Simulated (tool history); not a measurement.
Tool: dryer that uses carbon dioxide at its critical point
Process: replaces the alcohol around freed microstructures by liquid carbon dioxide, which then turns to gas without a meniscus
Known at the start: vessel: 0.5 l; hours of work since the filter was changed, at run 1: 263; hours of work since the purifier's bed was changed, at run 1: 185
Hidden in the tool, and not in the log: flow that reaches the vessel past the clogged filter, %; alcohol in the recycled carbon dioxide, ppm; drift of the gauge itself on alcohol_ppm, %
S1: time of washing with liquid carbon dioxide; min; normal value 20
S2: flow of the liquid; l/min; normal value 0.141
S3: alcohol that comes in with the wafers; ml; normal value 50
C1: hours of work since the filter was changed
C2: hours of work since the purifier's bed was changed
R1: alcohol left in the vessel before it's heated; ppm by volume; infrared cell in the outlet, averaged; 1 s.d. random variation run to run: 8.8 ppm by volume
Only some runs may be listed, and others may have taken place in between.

run,hour,S1,S2,S3,C1,C2,R1
1,0.0,20,0.141,50,263,185,680
2,19.7,18,0.141,50,278,200,1097
3,34.2,20,0.141,50,289,211,699
4,53.8,20,0.141,50,303,226,727
5,77.3,20,0.141,50,321,243,719
6,87.9,22,0.141,50,329,251,466
# hour 91.1: inlet filter changed
7,115.0,32,0.141,50,18,271,87
8,130.5,20,0.122,50,30,283,1116
9,150.9,20,0.141,50,45,298,568
10,164.6,20,0.141,50,56,309,595
11,177.7,20,0.095,50,65,319,3242
12,194.4,20,0.095,50,78,331,3171
13,207.2,13,0.198,50,88,341,828
14,233.2,13,0.099,71,107,361,13945
15,259.7,20,0.227,81,127,381,127
16,276.8,14,0.097,40,140,394,7196
17,288.0,28,0.190,112,149,402,110
18,304.2,13,0.223,25,161,414,303
19,316.6,13,0.223,25,170,424,311
20,342.9,20,0.141,72,190,443,952
21,366.2,20,0.141,72,208,461,936
22,377.3,15,0.166,32,216,469,772
23,390.2,15,0.106,32,226,479,3856

4 options for the next run, each taken on its own from the tool as it stands now. Forecast them:
A,412.7,26,0.102,49,243,496,?
B,412.7,16,0.160,116,243,496,?
C,412.7,13,0.141,76,243,496,?
D,412.7,19,0.207,49,243,496,?

run,R1
A,1002
B,2253
C,5810
D,197
With the hidden condition removed and each run's random variation left untouched, the same runs would have given:
run,R1
A,715
B,1731
C,4901
D,57

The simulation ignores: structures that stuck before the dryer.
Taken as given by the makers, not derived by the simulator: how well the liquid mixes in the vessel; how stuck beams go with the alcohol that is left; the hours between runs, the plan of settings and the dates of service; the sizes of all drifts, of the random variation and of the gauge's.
